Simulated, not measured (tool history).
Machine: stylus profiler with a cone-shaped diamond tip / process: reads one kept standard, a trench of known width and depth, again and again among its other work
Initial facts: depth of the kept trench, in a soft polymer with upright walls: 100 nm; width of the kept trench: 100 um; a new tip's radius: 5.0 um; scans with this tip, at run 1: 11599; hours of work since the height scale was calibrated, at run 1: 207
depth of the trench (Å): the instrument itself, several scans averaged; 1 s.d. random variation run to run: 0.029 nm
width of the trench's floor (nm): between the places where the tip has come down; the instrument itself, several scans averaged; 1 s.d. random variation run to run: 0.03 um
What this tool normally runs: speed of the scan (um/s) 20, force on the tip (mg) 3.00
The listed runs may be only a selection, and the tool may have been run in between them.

run,hour,speed of the scan (um/s),force on the tip (mg),scans with this tip,hours of work since the height scale was calibrated,depth of the trench (Å),width of the trench's floor (nm)
1,0.0,20,3.00,11599,207,1014.6,97340
2,63.5,20,3.00,11828,237,1015.4,97350
3,123.3,20,3.00,12043,266,1015.3,97370
4,180.5,20,3.00,12249,294,1015.4,97330
5,217.8,11,3.00,12383,312,1016.0,97360
6,294.0,20,3.00,12657,349,1015.8,97340
7,362.8,20,3.00,12904,383,1015.5,97290
8,401.4,20,3.00,13043,401,1015.6,97290
9,476.9,20,3.67,13315,438,1018.0,97300
10,534.0,20,3.67,13520,466,1018.6,97270
11,615.7,20,3.67,13814,505,1018.6,97230
12,676.9,20,3.67,14034,535,1018.6,97290
13,746.4,20,3.67,14284,569,1019.1,97260
14,828.9,20,3.67,14581,609,1019.1,97230
15,915.7,22,3.67,14893,651,1019.5,97160
16,1002.1,22,3.67,15204,693,1019.3,97180
# hour 1010.6: height scale calibrated on a step standard
17,1089.5,9,3.00,15517,38,1018.2,97170
18,1161.8,9,3.00,15777,73,1018.0,97140
19,1251.4,23,3.00,16099,117,1018.3,97100
20,1322.8,13,3.00,16356,151,1018.0,97160
# hour 1338.5: height scale calibrated on a step standard, once more
21,1366.5,10,3.00,16512,14,1014.2,97160
22,1407.4,20,4.38,16659,33,1018.1,97160
23,1495.5,7,3.00,16976,76,1014.6,97130
24,1541.2,12,2.77,17140,98,1013.4,97080
25,1625.9,12,2.77,17445,139,1014.5,97160
26,1705.2,12,2.77,17730,178,1013.8,97120
27,1756.2,12,2.77,17913,203,1015.0,97090
28,1800.2,8,5.10,18072,224,1021.0,97160
29,1888.0,14,3.49,18387,267,1016.2,97040
30,1956.1,10,1.58,18633,300,1010.5,97030
31,1995.0,8,2.21,18773,318,1012.9,97110
32,2081.0,8,2.21,19082,360,1013.0,97000
33,2162.3,57,2.03,19374,400,1012.8,96880
34,2245.5,57,2.03,19674,440,1012.8,96780
35,2316.9,57,2.03,19930,475,1012.8,96820
36,2354.3,57,2.03,20065,493,1013.0,96860
# hour 2388.3: new tip fitted, height scale calibrated
37,2405.0,19,6.64,60,8,1023.9,97900
38,2485.2,19,8.76,349,47,1029.2,97900
39,2525.5,20,7.43,494,67,1025.6,97970
40,2581.5,6,3.20,695,94,1015.0,97900
41,2645.2,6,3.30,924,125,1015.4,97980
42,2683.5,6,1.41,1062,143,1009.1,97920
43,2769.4,15,1.46,1371,185,1009.2,97850
44,2838.4,42,1.66,1619,218,1010.0,97720
45,2912.3,42,1.66,1885,254,1010.8,97740
46,2953.8,22,3.62,2035,274,1017.0,97820

Forecast each of these 4 alternatives for the next run:
A,3039.5,33,2.76,2343,316,?,?
B,3039.5,12,2.33,2343,316,?,?
C,3039.5,12,3.40,2343,316,?,?
D,3039.5,55,1.13,2343,316,?,?

run,depth of the trench (Å),width of the trench's floor (nm)
A,1014.9,97750
B,1013.5,97820
C,1016.7,97850
D,1008.7,97580
Without the tool's unlogged condition, the same runs would have read:
run,depth of the trench (Å),width of the trench's floor (nm)
A,1013.5,97910
B,1012.2,97980
C,1015.3,98020
D,1007.4,97750
